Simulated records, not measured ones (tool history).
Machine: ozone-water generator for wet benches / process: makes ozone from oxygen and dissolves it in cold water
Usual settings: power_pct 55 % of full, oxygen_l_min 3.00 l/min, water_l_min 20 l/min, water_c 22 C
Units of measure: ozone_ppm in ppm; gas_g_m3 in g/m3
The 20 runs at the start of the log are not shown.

run,day,power_pct,oxygen_l_min,water_l_min,water_c,ozone_ppm,gas_g_m3
21,48.438,55,3.00,23,29,8.8,148.2
22,51.283,55,3.00,23,29,8.6,146.9
23,52.679,55,3.00,23,29,8.9,147.2
24,55.200,55,3.00,19,22,11.4,147.7
25,56.562,80,1.58,29,15,9.0,280.1
26,58.833,80,1.58,29,15,9.1,278.2
27,60.379,83,2.66,29,15,11.1,224.6
28,62.812,83,2.66,29,15,11.3,222.8
29,64.212,97,1.64,20,28,14.7,323.6
30,67.042,90,1.75,20,17,15.4,295.2
31,68.567,49,2.25,16,18,11.9,154.0
32,71.717,55,2.95,20,16,11.3,149.4
33,74.692,79,2.95,14,16,21.5,201.1

Below are 4 alternative next runs, each starting from the tool's condition after run 33. Predict each:
A,77.404,79,2.95,27,16,?,?
B,77.404,76,3.00,20,22,?,?
C,77.404,79,1.51,15,16,?,?
D,77.404,44,2.95,14,27,?,?

run,ozone_ppm,gas_g_m3
A,11.4,201.8
B,14.3,192.1
C,17.4,281.4
D,11.1,122.7
Take away the tool's hidden state, keep each run's random variation, and the runs would have read:
run,ozone_ppm,gas_g_m3
A,12.1,211.1
B,15.1,200.7
C,18.3,294.4
D,11.5,125.7

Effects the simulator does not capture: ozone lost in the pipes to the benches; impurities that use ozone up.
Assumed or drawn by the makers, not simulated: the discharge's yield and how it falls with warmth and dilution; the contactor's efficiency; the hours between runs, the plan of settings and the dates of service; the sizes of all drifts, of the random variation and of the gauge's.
